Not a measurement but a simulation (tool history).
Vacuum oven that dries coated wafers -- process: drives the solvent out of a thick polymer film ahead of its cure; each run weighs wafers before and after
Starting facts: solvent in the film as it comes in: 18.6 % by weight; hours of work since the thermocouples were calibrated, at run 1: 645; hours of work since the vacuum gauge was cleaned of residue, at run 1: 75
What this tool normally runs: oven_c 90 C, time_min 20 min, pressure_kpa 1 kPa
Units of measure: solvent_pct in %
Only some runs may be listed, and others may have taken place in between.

run,hour,oven_c,time_min,pressure_kpa,hours of work since the thermocouples were calibrated,hours of work since the vacuum gauge was cleaned of residue,solvent_pct
1,0,90,20,1,645,75,3.91
2,31.8,90,20,1,668,99,3.89
3,49.9,90,17,1,682,113,4.77
4,72.6,90,20,1,699,130,3.91
5,86.3,90,20,1,709,140,3.79
6,117.2,90,26,1,732,163,2.58
7,144.2,90,26,1,753,183,2.65
8,162.5,90,20,1,766,197,3.87
9,195,90,20,1,791,221,3.81
10,213.6,90,20,1,805,235,3.81
11,235.5,90,20,1,821,252,3.93
12,257.4,90,20,1,837,268,3.87
13,274.7,90,20,1,850,281,3.81
14,295.8,90,20,1,866,297,3.83
15,328.5,90,20,1,891,321,3.9
16,345.5,90,20,1,903,334,3.88
17,377.2,90,20,1,927,358,3.83
18,408.1,90,20,1,950,381,3.87
19,438.3,90,20,1,973,404,3.95
20,467.3,90,20,1,994,425,3.82
21,487.2,90,20,1,1009,440,3.84
22,515.3,104,20,3.66,1030,461,1.68
23,545.8,90,13,1,1053,484,6.19
24,577.2,90,31,1,1077,507,1.94
25,599.7,81,21,0.58,1094,524,5.8
26,632.2,90,17,1,1118,549,4.7
27,649.8,90,17,1,1131,562,4.72
28,679.4,87,20,1.68,1153,584,4.81
29,707,80,30,1.78,1174,605,4.6
30,729.9,76,20,1.91,1191,622,7.86
31,763.4,78,30,0.8,1216,647,4.81
32,782.8,84,11,3.53,1231,661,9.15
33,812,100,20,0.65,1252,683,1.75
34,826.9,100,20,0.65,1264,694,1.74
# hour 850.1: oven's thermocouples calibrated
35,853.6,100,20,0.65,3,713,1.72
36,885.4,100,20,0.65,26,737,1.71
37,902.2,100,20,0.65,39,749,1.79

3 ways to go on from here, each from the tool as it stands after run 37. What would each give?
A,930.5,76,23,3.32,60,770,?
B,930.5,82,10,1.98,60,770,?
C,930.5,90,20,1.44,60,770,?

run,solvent_pct
A,7.84
B,9.89
C,3.98
What these runs would have given with no unlogged condition in the tool:
run,solvent_pct
A,7.84
B,9.89
C,3.98
